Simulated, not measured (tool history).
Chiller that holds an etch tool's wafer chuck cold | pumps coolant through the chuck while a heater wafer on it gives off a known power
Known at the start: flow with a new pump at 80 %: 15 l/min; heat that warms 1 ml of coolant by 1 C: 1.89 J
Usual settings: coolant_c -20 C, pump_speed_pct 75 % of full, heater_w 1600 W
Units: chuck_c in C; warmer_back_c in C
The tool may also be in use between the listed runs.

run 1 hour=0.0 | coolant_c=-20 pump_speed_pct=75 heater_w=1600 | chuck_c=-3.6 warmer_back_c=3.72
run 2 hour=54.0 | coolant_c=-20 pump_speed_pct=75 heater_w=1600 | chuck_c=-3.6 warmer_back_c=3.68
run 3 hour=113.9 | coolant_c=-20 pump_speed_pct=75 heater_w=1600 | chuck_c=-3.6 warmer_back_c=3.68
run 4 hour=154.2 | coolant_c=-20 pump_speed_pct=75 heater_w=1600 | chuck_c=-3.5 warmer_back_c=3.72
run 5 hour=193.2 | coolant_c=-20 pump_speed_pct=68 heater_w=1600 | chuck_c=-2.3 warmer_back_c=4.07
run 6 hour=241.6 | coolant_c=-15 pump_speed_pct=75 heater_w=1600 | chuck_c=1.5 warmer_back_c=3.70
run 7 hour=278.1 | coolant_c=-20 pump_speed_pct=85 heater_w=1600 | chuck_c=-4.8 warmer_back_c=3.29
run 8 hour=304.3 | coolant_c=-20 pump_speed_pct=85 heater_w=1600 | chuck_c=-4.9 warmer_back_c=3.27
run 9 hour=362.0 | coolant_c=-20 pump_speed_pct=85 heater_w=1600 | chuck_c=-4.8 warmer_back_c=3.21
run 10 hour=417.2 | coolant_c=-20 pump_speed_pct=85 heater_w=1600 | chuck_c=-4.9 warmer_back_c=3.29
run 11 hour=452.5 | coolant_c=-20 pump_speed_pct=85 heater_w=1600 | chuck_c=-4.8 warmer_back_c=3.32
run 12 hour=498.5 | coolant_c=-20 pump_speed_pct=85 heater_w=1600 | chuck_c=-4.7 warmer_back_c=3.31
run 13 hour=531.5 | coolant_c=-20 pump_speed_pct=75 heater_w=1600 | chuck_c=-3.3 warmer_back_c=3.68
run 14 hour=567.7 | coolant_c=-13 pump_speed_pct=75 heater_w=1600 | chuck_c=3.4 warmer_back_c=3.72
-- hour=576.3 coolant pump overhauled
run 15 hour=609.7 | coolant_c=-13 pump_speed_pct=75 heater_w=1600 | chuck_c=3.6 warmer_back_c=3.73
run 16 hour=651.1 | coolant_c=-13 pump_speed_pct=69 heater_w=1600 | chuck_c=4.8 warmer_back_c=4.07
run 17 hour=685.9 | coolant_c=-20 pump_speed_pct=75 heater_w=1540 | chuck_c=-3.9 warmer_back_c=3.63
run 18 hour=719.9 | coolant_c=-18 pump_speed_pct=86 heater_w=1515 | chuck_c=-3.6 warmer_back_c=3.07
run 19 hour=765.7 | coolant_c=-23 pump_speed_pct=75 heater_w=1600 | chuck_c=-6.3 warmer_back_c=3.74
run 20 hour=828.2 | coolant_c=-20 pump_speed_pct=77 heater_w=1600 | chuck_c=-3.4 warmer_back_c=3.60
run 21 hour=889.3 | coolant_c=-20 pump_speed_pct=86 heater_w=1447 | chuck_c=-6.1 warmer_back_c=2.95
-- hour=906.7 coolant pump overhauled, once more
run 22 hour=920.8 | coolant_c=-21 pump_speed_pct=96 heater_w=1600 | chuck_c=-6.9 warmer_back_c=2.87
run 23 hour=976.3 | coolant_c=-20 pump_speed_pct=66 heater_w=976 | chuck_c=-9.0 warmer_back_c=2.54
run 24 hour=1038.2 | coolant_c=-20 pump_speed_pct=66 heater_w=976 | chuck_c=-9.0 warmer_back_c=2.50
run 25 hour=1066.1 | coolant_c=-20 pump_speed_pct=66 heater_w=976 | chuck_c=-9.0 warmer_back_c=2.56
run 26 hour=1112.1 | coolant_c=-20 pump_speed_pct=60 heater_w=1682 | chuck_c=0.0 warmer_back_c=4.86
run 27 hour=1162.7 | coolant_c=-20 pump_speed_pct=82 heater_w=861 | chuck_c=-11.6 warmer_back_c=1.83
run 28 hour=1224.0 | coolant_c=-24 pump_speed_pct=75 heater_w=818 | chuck_c=-15.6 warmer_back_c=1.85
run 29 hour=1282.1 | coolant_c=-20 pump_speed_pct=76 heater_w=1701 | chuck_c=-2.4 warmer_back_c=3.82
run 30 hour=1337.3 | coolant_c=-11 pump_speed_pct=76 heater_w=1164 | chuck_c=1.0 warmer_back_c=2.64

Forecast each of these 3 alternatives for the next run:
run A hour=1375.4 | coolant_c=-12 pump_speed_pct=76 heater_w=1168 | chuck_c=? warmer_back_c=?
run B hour=1375.4 | coolant_c=-22 pump_speed_pct=76 heater_w=1164 | chuck_c=? warmer_back_c=?
run C hour=1375.4 | coolant_c=-20 pump_speed_pct=100 heater_w=1813 | chuck_c=? warmer_back_c=?

run=A chuck_c=0.0 warmer_back_c=2.63
run=B chuck_c=-9.8 warmer_back_c=2.62
run=C chuck_c=-4.5 warmer_back_c=3.13
Without the tool's hidden state the same runs would have given:
run=A chuck_c=-1.2 warmer_back_c=2.59
run=B chuck_c=-11.0 warmer_back_c=2.59
run=C chuck_c=-6.0 warmer_back_c=3.09
